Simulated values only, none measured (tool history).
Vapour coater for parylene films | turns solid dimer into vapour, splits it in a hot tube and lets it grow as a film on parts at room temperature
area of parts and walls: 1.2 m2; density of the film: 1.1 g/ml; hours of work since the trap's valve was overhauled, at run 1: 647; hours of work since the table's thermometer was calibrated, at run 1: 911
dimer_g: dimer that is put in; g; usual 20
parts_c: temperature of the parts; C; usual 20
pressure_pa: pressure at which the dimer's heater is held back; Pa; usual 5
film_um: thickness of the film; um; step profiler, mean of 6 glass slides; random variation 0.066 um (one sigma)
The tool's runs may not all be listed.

run,hour,dimer_g,parts_c,pressure_pa,hours of work since the trap's valve was overhauled,hours of work since the table's thermometer was calibrated,film_um
1,0,20,20,5,647,911,6.97
# hour 6.6: trap's valve overhauled
2,27.4,20,20,5,18,932,7.71
3,54.3,20,20,5,42,955,7.71
4,82.1,20,20,5,66,979,7.7
5,105.4,20,20,5,87,1000,7.68
6,125.8,20,20,5,104,1018,7.67
7,147,20,20,5,123,1036,7.64
8,164.2,20,20,5,138,1051,7.5
9,189.1,20,20,5.27,160,1073,7.43
10,220.2,20,20,5,187,1100,7.61
11,249.3,20,20,5,213,1126,7.55
12,273.5,22,20,5,234,1147,8.28
13,289.9,22,20,5,248,1161,8.19
14,318.8,20,20,5,273,1187,7.43
15,337.2,20,20,5,290,1203,7.42
16,357.1,20,18,5,307,1220,7.63
17,381.3,20,18,5,328,1241,7.6
18,404.6,20,20,5,348,1262,7.23
19,426.5,19,20,5,368,1281,6.96
20,442.3,20,20,3.97,382,1295,7.61
21,474.1,20,20,5,409,1323,7.18
22,501.6,22,20,5,434,1347,7.97
23,516.5,22,20,5,446,1360,7.94
24,545.1,22,20,5,472,1385,7.72
25,568.4,9,17,5.08,492,1405,3.38
26,582.1,15,18,11.93,504,1417,4.77
27,600.7,20,26,5,520,1434,6.31
28,626.7,20,14,3.1,543,1456,8.75
29,656.1,16,20,5,569,1482,5.66
30,677.6,17,20,5,588,1501,5.9
31,702.4,21,27,7.75,609,1523,5.84
32,727.7,13,27,2.19,631,1545,4.6
33,745.1,9,23,2.42,647,1560,3.4
# hour 751.4: trap's valve overhauled
34,771.4,9,23,2.42,17,1580,3.83
35,789.2,9,23,2.42,33,1595,3.8
36,821.6,9,23,2.42,61,1624,3.79
37,844.2,9,23,2.42,81,1643,3.77
38,861,9,23,4.28,96,1658,3.3
39,876.6,24,16,7.68,110,1672,9.14
40,892.3,24,16,7.68,123,1685,9
41,922.5,24,13,8.5,150,1712,9.26
# hour 925.2: table's thermometer calibrated
42,938.5,23,25,3.2,163,12,8.77
43,959.6,23,25,3.2,181,30,8.57
44,990.4,18,20,5,208,57,6.88
45,1018,23,26,10.43,233,81,6.62
46,1036.8,13,21,10.43,249,98,4.13
47,1057.3,13,21,10.43,267,116,4.14

The same runs without the tool's hidden state, with the same run-to-run variation:
The hidden state here: vapour lost through the trap's worn valve, %; true temperature of the parts over the reading, C; drift of the gauge itself on film_um, %.
run,film_um
1,7.87
2,7.79
3,7.82
4,7.84
5,7.85
6,7.86
7,7.85
8,7.73
9,7.69
10,7.91
11,7.89
12,8.68
13,8.61
14,7.84
15,7.86
16,8.11
17,8.1
18,7.73
19,7.48
20,8.19
21,7.77
22,8.66
23,8.65
24,8.45
25,3.71
26,5.25
27,6.97
28,9.71
29,6.32
30,6.6
31,6.56
32,5.2
33,3.85
34,3.88
35,3.86
36,3.87
37,3.86
38,3.39
39,9.41
40,9.29
41,9.6
42,9.04
43,8.86
44,7.15
45,6.91
46,4.32
47,4.34
